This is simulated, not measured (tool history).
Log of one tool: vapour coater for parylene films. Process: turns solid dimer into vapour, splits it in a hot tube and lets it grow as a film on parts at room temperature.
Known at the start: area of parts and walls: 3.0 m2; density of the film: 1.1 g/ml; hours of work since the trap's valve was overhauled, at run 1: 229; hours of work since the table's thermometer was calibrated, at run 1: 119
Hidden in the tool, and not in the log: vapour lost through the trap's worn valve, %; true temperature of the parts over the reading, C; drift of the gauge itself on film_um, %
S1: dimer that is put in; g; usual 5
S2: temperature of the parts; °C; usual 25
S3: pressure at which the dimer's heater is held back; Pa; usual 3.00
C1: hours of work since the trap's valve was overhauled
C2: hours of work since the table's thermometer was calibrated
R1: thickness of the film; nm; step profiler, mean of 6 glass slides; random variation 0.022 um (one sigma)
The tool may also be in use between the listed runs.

run 1 hour=0.0 | S1=5 S2=25 S3=3.00 | C1=229 C2=119 | R1=1110
run 2 hour=55.9 | S1=5 S2=25 S3=3.00 | C1=271 C2=162 | R1=1070
run 3 hour=107.3 | S1=5 S2=25 S3=3.00 | C1=311 C2=202 | R1=1120
run 4 hour=185.1 | S1=5 S2=25 S3=3.00 | C1=371 C2=262 | R1=1080
-- hour=222.3 trap's valve overhauled
run 5 hour=248.3 | S1=5 S2=25 S3=3.00 | C1=20 C2=307 | R1=1120
run 6 hour=310.3 | S1=5 S2=25 S3=3.00 | C1=68 C2=355 | R1=1120
run 7 hour=355.3 | S1=5 S2=25 S3=3.00 | C1=102 C2=389 | R1=1090
run 8 hour=417.6 | S1=5 S2=25 S3=3.00 | C1=150 C2=437 | R1=1140
run 9 hour=465.1 | S1=5 S2=25 S3=3.00 | C1=187 C2=474 | R1=1110
run 10 hour=551.2 | S1=5 S2=20 S3=6.10 | C1=253 C2=540 | R1=1230
run 11 hour=608.4 | S1=4 S2=25 S3=7.01 | C1=297 C2=584 | R1=810

The next listed run, before its measurement:
run 12 hour=646.5 | S1=5 S2=21 S3=2.11 | C1=326 C2=613 | R1=?

Run 12 gave R1 1400 nm.
Without the tool's hidden state the same run would have given R1 1410 nm.

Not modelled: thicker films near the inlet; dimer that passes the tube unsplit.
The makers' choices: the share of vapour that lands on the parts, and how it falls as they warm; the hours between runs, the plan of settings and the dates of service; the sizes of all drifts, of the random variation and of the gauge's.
